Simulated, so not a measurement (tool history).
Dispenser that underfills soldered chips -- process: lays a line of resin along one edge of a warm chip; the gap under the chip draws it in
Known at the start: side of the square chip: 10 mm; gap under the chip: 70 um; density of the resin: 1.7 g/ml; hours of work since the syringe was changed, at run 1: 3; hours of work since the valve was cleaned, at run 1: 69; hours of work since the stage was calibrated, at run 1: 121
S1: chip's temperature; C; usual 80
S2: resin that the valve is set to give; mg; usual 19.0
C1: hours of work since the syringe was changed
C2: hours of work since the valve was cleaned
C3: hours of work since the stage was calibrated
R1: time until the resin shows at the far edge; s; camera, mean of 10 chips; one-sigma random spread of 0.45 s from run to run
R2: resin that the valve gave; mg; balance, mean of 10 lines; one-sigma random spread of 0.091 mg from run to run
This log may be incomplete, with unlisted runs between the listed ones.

run	hour	S1	S2	C1	C2	C3	R1	R2
1	0.0	80	19.0	3	69	121	39.0	18.56
2	3.2	82	19.0	5	71	123	41.0	18.48
3	5.2	82	19.0	6	73	124	46.0	18.59
# hour 5.8: new syringe of resin
4	7.7	82	19.0	1	74	125	31.7	18.57
5	10.9	80	19.0	3	76	127	41.0	18.50
6	13.3	80	19.0	5	78	129	44.8	18.39
# hour 15.8: new syringe of resin
7	18.0	80	20.6	1	81	132	34.8	20.04
8	20.9	67	19.0	3	82	134	67.6	18.40
9	23.7	67	19.0	5	84	136	77.2	18.53
# hour 25.9: new syringe of resin
10	27.2	67	24.4	1	86	138	57.5	23.43
11	30.4	67	24.4	3	89	140	65.7	23.58
12	34.1	67	24.4	5	91	142	78.4	23.59
# hour 36.0: new syringe of resin
13	37.1	80	23.6	1	93	144	33.2	22.80
14	40.4	80	23.6	3	95	146	39.0	22.80

What does the tool deliver on the next run?
15	43.4	80	23.6	5	97	148	?	?

{"run 15": {"R1": 44.6, "R2": 22.89}}
Take away the tool's hidden state, keep the run-to-run variation as it was, and the same run would have given R1 32.9 s, R2 23.69 mg.
